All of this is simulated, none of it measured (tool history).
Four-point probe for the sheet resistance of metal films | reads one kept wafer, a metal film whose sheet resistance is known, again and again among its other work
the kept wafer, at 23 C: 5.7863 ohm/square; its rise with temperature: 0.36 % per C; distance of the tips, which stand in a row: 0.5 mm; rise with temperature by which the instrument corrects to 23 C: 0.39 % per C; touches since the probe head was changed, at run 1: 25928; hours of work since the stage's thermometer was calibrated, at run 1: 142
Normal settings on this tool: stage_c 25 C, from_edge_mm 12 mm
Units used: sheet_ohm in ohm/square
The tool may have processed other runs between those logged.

| run | hour | stage_c | from_edge_mm | touches since the probe head was changed | hours of work since the stage's thermometer was calibrated | sheet_ohm |
|---|---|---|---|---|---|---|
| 1 | 0.0 | 25 | 12 | 25928 | 142 | 5.775857 |
| 2 | 30.9 | 25 | 12 | 26426 | 157 | 5.777485 |
| 3 | 74.4 | 25 | 12 | 27125 | 178 | 5.772953 |
| 4 | 102.5 | 25 | 12 | 27578 | 192 | 5.776719 |
| 5 | 137.6 | 25 | 12 | 28142 | 209 | 5.774108 |
| 6 | 162.7 | 25 | 12 | 28547 | 221 | 5.775880 |
| 7 | 210.9 | 25 | 12 | 29323 | 244 | 5.774813 |
| 8 | 233.0 | 25 | 12 | 29678 | 255 | 5.773091 |
| 9 | 267.4 | 25 | 12 | 30232 | 271 | 5.773847 |
| 10 | 293.7 | 25 | 12 | 30656 | 284 | 5.774433 |
| 11 | 315.4 | 25 | 12 | 31006 | 294 | 5.771588 |
| 12 | 350.2 | 25 | 12 | 31565 | 311 | 5.774938 |
| 13 | 374.1 | 25 | 12 | 31950 | 323 | 5.773207 |
| 14 | 400.7 | 25 | 12 | 32378 | 335 | 5.772332 |
| 15 | 442.6 | 25 | 12 | 33054 | 356 | 5.770817 |
| 16 | 484.9 | 25 | 12 | 33734 | 376 | 5.771829 |
| 17 | 531.4 | 25 | 40 | 34483 | 398 | 5.766839 |
| 18 | 555.6 | 25 | 12 | 34873 | 410 | 5.772534 |
| 19 | 591.9 | 25 | 12 | 35457 | 428 | 5.772704 |
|  | 596.9 | stage's thermometer calibrated |
| 20 | 613.7 | 23 | 12 | 35800 | 8 | 5.774310 |
| 21 | 649.7 | 26 | 63 | 36379 | 25 | 5.764709 |
| 22 | 692.7 | 26 | 63 | 37071 | 46 | 5.763207 |
| 23 | 742.8 | 26 | 63 | 37879 | 70 | 5.761591 |
| 24 | 769.8 | 23 | 15 | 38314 | 83 | 5.771969 |
|  | 781.3 | stage's thermometer calibrated, once more |
| 25 | 794.4 | 18 | 15 | 38701 | 6 | 5.782474 |
| 26 | 821.5 | 25 | 23 | 39138 | 19 | 5.770002 |
| 27 | 850.5 | 25 | 8 | 39605 | 33 | 5.779300 |
| 28 | 891.6 | 24 | 5 | 40266 | 53 | 5.798923 |
| 29 | 931.9 | 24 | 5 | 40914 | 73 | 5.798908 |
| 30 | 955.5 | 25 | 27 | 41295 | 84 | 5.768354 |
| 31 | 1001.0 | 34 | 3 | 42028 | 106 | 5.837921 |
| 32 | 1030.9 | 18 | 45 | 42508 | 120 | 5.775870 |
| 33 | 1078.0 | 22 | 12 | 43266 | 143 | 5.776806 |
| 34 | 1115.6 | 25 | 74 | 43872 | 161 | 5.767276 |
| 35 | 1144.6 | 21 | 20 | 44339 | 175 | 5.771798 |
| 36 | 1179.1 | 21 | 20 | 44895 | 192 | 5.773477 |
| 37 | 1213.7 | 23 | 68 | 45452 | 208 | 5.770461 |
| 38 | 1260.3 | 34 | 3 | 46202 | 231 | 5.838992 |
| 39 | 1297.4 | 27 | 5 | 46799 | 249 | 5.792845 |
| 40 | 1319.3 | 30 | 12 | 47152 | 259 | 5.763933 |

Entry by entry between the runs, the difference in hidden state between the last listed run before and the first listed run after:
Runs 19 to 20: stage's thermometer calibrated (hour 596.9)
  inner tips' distance over the nominal, %: -0.241 -> -0.242; wafer's true temperature over the reading, C: -0.09 -> -0.14
  measured minus no-state result, sheet_ohm: -0.016993 -> -0.018073 ohm/square
Runs 24 to 25: stage's thermometer calibrated, once more (hour 781.3)
  inner tips' distance over the nominal, %: -0.249 -> -0.25; wafer's true temperature over the reading, C: -0.16 -> 0
  measured minus no-state result, sheet_ohm: -0.018893 -> -0.015729 ohm/square
